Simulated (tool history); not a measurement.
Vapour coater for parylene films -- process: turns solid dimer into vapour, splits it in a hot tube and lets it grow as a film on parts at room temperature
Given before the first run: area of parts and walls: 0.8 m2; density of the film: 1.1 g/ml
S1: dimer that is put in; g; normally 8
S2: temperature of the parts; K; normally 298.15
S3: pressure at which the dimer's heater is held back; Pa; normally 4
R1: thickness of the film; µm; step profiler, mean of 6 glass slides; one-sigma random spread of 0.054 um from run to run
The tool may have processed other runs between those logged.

{"run": 1, "day": 0.0, "S1": 8, "S2": 298.15, "S3": 4, "R1": 7.22}
{"run": 2, "day": 1.358, "S1": 6, "S2": 298.15, "S3": 4, "R1": 5.34}
{"run": 3, "day": 2.775, "S1": 6, "S2": 298.15, "S3": 4, "R1": 5.4}
{"run": 4, "day": 4.283, "S1": 6, "S2": 298.15, "S3": 4, "R1": 5.3}
{"run": 5, "day": 6.283, "S1": 6, "S2": 298.15, "S3": 4, "R1": 5.19}
{"run": 6, "day": 8.254, "S1": 8, "S2": 298.15, "S3": 4, "R1": 7}
{"day": 9.483, "done": "trap's valve overhauled"}
{"run": 7, "day": 10.421, "S1": 8, "S2": 304.15, "S3": 4, "R1": 5.94}
{"day": 10.621, "done": "table's thermometer calibrated"}
{"run": 8, "day": 12.117, "S1": 8, "S2": 298.15, "S3": 4, "R1": 7.45}
{"run": 9, "day": 13.379, "S1": 4, "S2": 292.15, "S3": 2.41, "R1": 4.34}
{"run": 10, "day": 14.325, "S1": 4, "S2": 292.15, "S3": 2.41, "R1": 4.42}
{"day": 15.129, "done": "table's thermometer calibrated, once more"}
{"run": 11, "day": 16.196, "S1": 5, "S2": 302.15, "S3": 3.85, "R1": 3.78}
{"run": 12, "day": 17.354, "S1": 9, "S2": 310.15, "S3": 2.68, "R1": 5.34}
{"run": 13, "day": 19.296, "S1": 10, "S2": 292.15, "S3": 8.39, "R1": 9.64}
{"run": 14, "day": 21.017, "S1": 14, "S2": 292.15, "S3": 2.2, "R1": 14.82}
{"run": 15, "day": 23.046, "S1": 14, "S2": 292.15, "S3": 2.2, "R1": 14.48}

What if the next run were any one of these 4? Each begins from the tool's condition after run 15:
{"day": 23.612, "done": "trap's valve overhauled"}
{"run": "A", "day": 24.958, "S1": 6, "S2": 296.15, "S3": 2.67, "R1": "?"}
{"day": 23.612, "done": "trap's valve overhauled"}
{"run": "B", "day": 24.958, "S1": 8, "S2": 298.15, "S3": 2.56, "R1": "?"}
{"day": 23.612, "done": "trap's valve overhauled"}
{"run": "C", "day": 24.958, "S1": 8, "S2": 308.15, "S3": 4.92, "R1": "?"}
{"day": 23.612, "done": "trap's valve overhauled"}
{"run": "D", "day": 24.958, "S1": 14, "S2": 293.15, "S3": 3.9, "R1": "?"}

run=A R1=6.31
run=B R1=7.81
run=C R1=4.76
run=D R1=15.54
Take away the tool's hidden state, keep each run's random variation, and the runs would have read:
run=A R1=6.37
run=B R1=7.89
run=C R1=4.81
run=D R1=15.67

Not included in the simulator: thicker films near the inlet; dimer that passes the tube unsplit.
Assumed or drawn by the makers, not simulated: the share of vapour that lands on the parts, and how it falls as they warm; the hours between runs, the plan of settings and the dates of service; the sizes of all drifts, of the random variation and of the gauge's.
